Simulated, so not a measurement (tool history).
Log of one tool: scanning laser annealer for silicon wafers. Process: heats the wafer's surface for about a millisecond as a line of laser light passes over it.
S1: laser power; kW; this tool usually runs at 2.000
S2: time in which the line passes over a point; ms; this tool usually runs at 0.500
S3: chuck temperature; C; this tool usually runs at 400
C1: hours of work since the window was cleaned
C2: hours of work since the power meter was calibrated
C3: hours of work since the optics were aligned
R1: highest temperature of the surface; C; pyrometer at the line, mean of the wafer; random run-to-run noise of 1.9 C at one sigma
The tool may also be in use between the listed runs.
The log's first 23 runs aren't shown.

| run | hour | S1 | S2 | S3 | C1 | C2 | C3 | R1 |
|---|---|---|---|---|---|---|---|---|
| 24 | 693.8 | 1.894 | 0.413 | 381 | 574 | 816 | 610 | 1008 |
| 25 | 728.3 | 1.894 | 0.413 | 381 | 592 | 834 | 628 | 1009 |
| 26 | 765.8 | 1.894 | 0.413 | 381 | 612 | 854 | 648 | 1008 |
| 27 | 808.3 | 1.988 | 0.557 | 400 | 634 | 877 | 670 | 1159 |
| 28 | 827.5 | 1.988 | 0.557 | 400 | 644 | 887 | 680 | 1158 |
| 29 | 861.1 | 1.808 | 0.500 | 413 | 662 | 904 | 698 | 1059 |
| 30 | 891.2 | 2.133 | 0.389 | 400 | 678 | 920 | 714 | 1103 |
| 31 | 919.3 | 2.017 | 0.364 | 400 | 693 | 935 | 729 | 1040 |
| 32 | 946.9 | 1.920 | 0.615 | 379 | 707 | 949 | 743 | 1144 |
| 33 | 986.9 | 1.920 | 0.615 | 401 | 728 | 971 | 764 | 1166 |
| 34 | 1028.8 | 1.920 | 0.615 | 401 | 750 | 993 | 786 | 1164 |
| 35 | 1064.0 | 1.920 | 0.615 | 401 | 769 | 1011 | 805 | 1167 |
| 36 | 1098.7 | 1.920 | 0.615 | 401 | 787 | 1029 | 823 | 1164 |
| 37 | 1138.3 | 1.782 | 0.566 | 400 | 808 | 1050 | 844 | 1070 |
| 38 | 1174.0 | 2.012 | 0.384 | 405 | 827 | 1069 | 863 | 1055 |
| 39 | 1207.7 | 1.909 | 0.500 | 421 | 845 | 1087 | 881 | 1112 |
| 40 | 1238.3 | 2.049 | 0.573 | 417 | 861 | 1103 | 897 | 1215 |

Predict each of these 4 candidate next runs independently; none follows another, all start after run 40:
| A | 1283.2 | 2.049 | 0.573 | 433 | 884 | 1126 | 920 | ? |
| B | 1283.2 | 2.049 | 0.573 | 406 | 884 | 1126 | 920 | ? |
| C | 1283.2 | 2.049 | 0.573 | 372 | 884 | 1126 | 920 | ? |
| D | 1283.2 | 1.708 | 0.414 | 409 | 884 | 1126 | 920 | ? |

| run | R1 |
|---|---|
| A | 1231 |
| B | 1204 |
| C | 1169 |
| D | 962 |
What these runs would have given with no unlogged condition in the tool:
| run | R1 |
|---|---|
| A | 1233 |
| B | 1206 |
| C | 1171 |
| D | 963 |
